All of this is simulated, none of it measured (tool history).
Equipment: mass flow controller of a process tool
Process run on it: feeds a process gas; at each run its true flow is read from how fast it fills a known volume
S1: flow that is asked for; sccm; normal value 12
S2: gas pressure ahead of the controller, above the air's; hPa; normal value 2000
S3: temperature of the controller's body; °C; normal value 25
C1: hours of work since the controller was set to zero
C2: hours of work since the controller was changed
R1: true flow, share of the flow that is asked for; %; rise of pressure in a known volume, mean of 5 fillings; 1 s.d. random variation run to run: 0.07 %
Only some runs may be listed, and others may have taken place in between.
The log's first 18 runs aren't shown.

run,hour,S1,S2,S3,C1,C2,R1
19,1217.3,12,2000,26,1757,1757,99.79
20,1282.8,12,2000,26,1797,1797,99.86
21,1355.2,12,2000,26,1841,1841,99.88
22,1391.9,8,2000,26,1863,1863,99.3
23,1431.4,10,2510,25,1887,1887,100.03
24,1470.7,3,1560,32,1911,1911,99.04
25,1510.1,12,1670,27,1934,1934,99.71
26,1550,12,1670,27,1959,1959,100
27,1636.1,12,1670,27,2011,2011,99.93
28,1689.2,12,1670,27,2043,2043,99.95
29,1762.7,12,1670,27,2088,2088,100.2
# hour 1833.6: gauge calibrated
30,1841.9,12,1670,27,2135,2135,98.96
31,1917.3,8,2380,27,2181,2181,99.04
32,1970.9,6,1420,31,2214,2214,98.53
33,2025.5,6,2420,31,2247,2247,99.39
34,2066.5,6,2420,31,2272,2272,99.35
35,2126.5,3,2000,38,2308,2308,99.29
36,2209.2,12,2680,24,2358,2358,99.97
37,2287.6,12,2680,24,2406,2406,100.08
38,2347.5,16,2000,25,2442,2442,100.14
39,2430.9,7,2280,30,2492,2492,99.71
40,2475.4,7,2280,22,2519,2519,99.16
41,2520.1,4,2460,21,2546,2546,99.01
42,2583.4,6,2320,25,2585,2585,99.58

Forecast each of these 4 alternatives for the next run:
A,2632.3,6,1500,25,2614,2614,?
B,2632.3,7,1660,24,2614,2614,?
C,2632.3,6,1520,25,2614,2614,?
D,2632.3,10,2060,26,2614,2614,?

run,R1
A,98.88
B,99.11
C,98.92
D,99.92
Take away the tool's hidden state, keep each run's random variation, and the runs would have read:
run,R1
A,98.03
B,98.26
C,98.07
D,99.06
